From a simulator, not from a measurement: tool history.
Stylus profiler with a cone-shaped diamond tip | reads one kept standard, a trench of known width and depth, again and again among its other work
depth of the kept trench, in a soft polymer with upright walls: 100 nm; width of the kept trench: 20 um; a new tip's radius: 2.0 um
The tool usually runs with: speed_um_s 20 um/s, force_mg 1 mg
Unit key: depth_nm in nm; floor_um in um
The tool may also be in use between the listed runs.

run 1 hour=0 | speed_um_s=20 force_mg=1 | depth_nm=100.3 floor_um=18.58
run 2 hour=98.8 | speed_um_s=20 force_mg=1 | depth_nm=100.33 floor_um=18.46
run 3 hour=180.1 | speed_um_s=20 force_mg=1 | depth_nm=100.42 floor_um=18.48
run 4 hour=278.2 | speed_um_s=20 force_mg=1 | depth_nm=100.37 floor_um=18.44
run 5 hour=370.4 | speed_um_s=25 force_mg=1 | depth_nm=100.34 floor_um=18.32
run 6 hour=464.2 | speed_um_s=25 force_mg=1 | depth_nm=100.19 floor_um=18.3
run 7 hour=524.7 | speed_um_s=25 force_mg=0.83 | depth_nm=100.32 floor_um=18.24
run 8 hour=580.4 | speed_um_s=25 force_mg=0.83 | depth_nm=100.4 floor_um=18.24
run 9 hour=691.5 | speed_um_s=25 force_mg=1.03 | depth_nm=100.33 floor_um=18.12
run 10 hour=807.4 | speed_um_s=20 force_mg=1 | depth_nm=100.34 floor_um=18.18
run 11 hour=920.5 | speed_um_s=20 force_mg=1 | depth_nm=100.32 floor_um=18.2
run 12 hour=996.3 | speed_um_s=20 force_mg=1 | depth_nm=100.41 floor_um=18.16
run 13 hour=1109.7 | speed_um_s=20 force_mg=1 | depth_nm=100.48 floor_um=18.08
run 14 hour=1163.1 | speed_um_s=20 force_mg=1 | depth_nm=100.36 floor_um=18.04
run 15 hour=1245.3 | speed_um_s=20 force_mg=1 | depth_nm=100.38 floor_um=18.06
run 16 hour=1358 | speed_um_s=20 force_mg=1 | depth_nm=100.48 floor_um=17.99
run 17 hour=1452.4 | speed_um_s=16 force_mg=1 | depth_nm=100.48 floor_um=18
run 18 hour=1570.8 | speed_um_s=16 force_mg=1 | depth_nm=100.42 floor_um=17.99
run 19 hour=1646.7 | speed_um_s=16 force_mg=1 | depth_nm=100.49 floor_um=17.88
run 20 hour=1736.1 | speed_um_s=24 force_mg=1 | depth_nm=100.43 floor_um=17.85
run 21 hour=1829 | speed_um_s=24 force_mg=1 | depth_nm=100.45 floor_um=17.83
run 22 hour=1916.4 | speed_um_s=24 force_mg=1 | depth_nm=100.45 floor_um=17.84
run 23 hour=2035.5 | speed_um_s=24 force_mg=1 | depth_nm=100.49 floor_um=17.74
run 24 hour=2118.7 | speed_um_s=24 force_mg=1 | depth_nm=100.49 floor_um=17.72
run 25 hour=2223.3 | speed_um_s=31 force_mg=0.67 | depth_nm=100.39 floor_um=17.57
run 26 hour=2314.9 | speed_um_s=20 force_mg=0.48 | depth_nm=100.31 floor_um=17.63
run 27 hour=2388.4 | speed_um_s=43 force_mg=1.38 | depth_nm=100.53 floor_um=17.6
run 28 hour=2450.9 | speed_um_s=5 force_mg=2.35 | depth_nm=100.74 floor_um=17.86
run 29 hour=2506 | speed_um_s=5 force_mg=2.35 | depth_nm=100.61 floor_um=17.85
run 30 hour=2574 | speed_um_s=40 force_mg=0.49 | depth_nm=100.3 floor_um=17.3
run 31 hour=2627 | speed_um_s=40 force_mg=0.49 | depth_nm=100.35 floor_um=17.29
run 32 hour=2701.4 | speed_um_s=7 force_mg=0.69 | depth_nm=100.32 floor_um=17.73
run 33 hour=2789.7 | speed_um_s=59 force_mg=1.19 | depth_nm=100.57 floor_um=17.32
run 34 hour=2893.8 | speed_um_s=59 force_mg=1.19 | depth_nm=100.57 floor_um=17.31
run 35 hour=2982.7 | speed_um_s=20 force_mg=2.42 | depth_nm=100.87 floor_um=17.59
-- hour=3026 new tip fitted, height scale calibrated
run 36 hour=3101.8 | speed_um_s=20 force_mg=2.42 | depth_nm=100.5 floor_um=18.59
run 37 hour=3149.7 | speed_um_s=20 force_mg=2.42 | depth_nm=100.58 floor_um=18.57
run 38 hour=3232.8 | speed_um_s=30 force_mg=0.41 | depth_nm=100.17 floor_um=18.22
run 39 hour=3329.2 | speed_um_s=62 force_mg=0.42 | depth_nm=100.16 floor_um=17.71
run 40 hour=3442.5 | speed_um_s=62 force_mg=1 | depth_nm=100.27 floor_um=17.99
run 41 hour=3551.9 | speed_um_s=20 force_mg=0.85 | depth_nm=100.29 floor_um=18.33
run 42 hour=3603.6 | speed_um_s=12 force_mg=0.35 | depth_nm=100.28 floor_um=18.33
run 43 hour=3661.3 | speed_um_s=18 force_mg=2.41 | depth_nm=100.6 floor_um=18.33

Below, some changes in depth_nm between adjacent runs. For each, the amount present without the hidden state too (settings, incoming material, random variation) and the amount remaining for the hidden state with gauge scatter not shared by both compared results:
The hidden state here: radius of the tip, um; height scale over the true one, %; drift of the gauge itself on depth_nm, %; drift of the gauge itself on floor_um, %.
Run 15 -> 16: no setting changed, nothing entered. depth_nm +0.1 nm: hidden state +0.02, all else +0.08.
Run 35 -> 36: new tip fitted, height scale calibrated. depth_nm -0.37 nm: hidden state -0.21, all else -0.16.
Run 37 -> 38: speed_um_s 20 -> 30, force_mg 2.42 -> 0.41. depth_nm -0.41 nm: hidden state +0.01, all else -0.42.
Run 40 -> 41: speed_um_s 62 -> 20, force_mg 1 -> 0.85. depth_nm +0.02 nm: hidden state +0.02, all else +0.
Run 42 -> 43: speed_um_s 12 -> 18, force_mg 0.35 -> 2.41. depth_nm +0.32 nm: hidden state +0, all else +0.32.
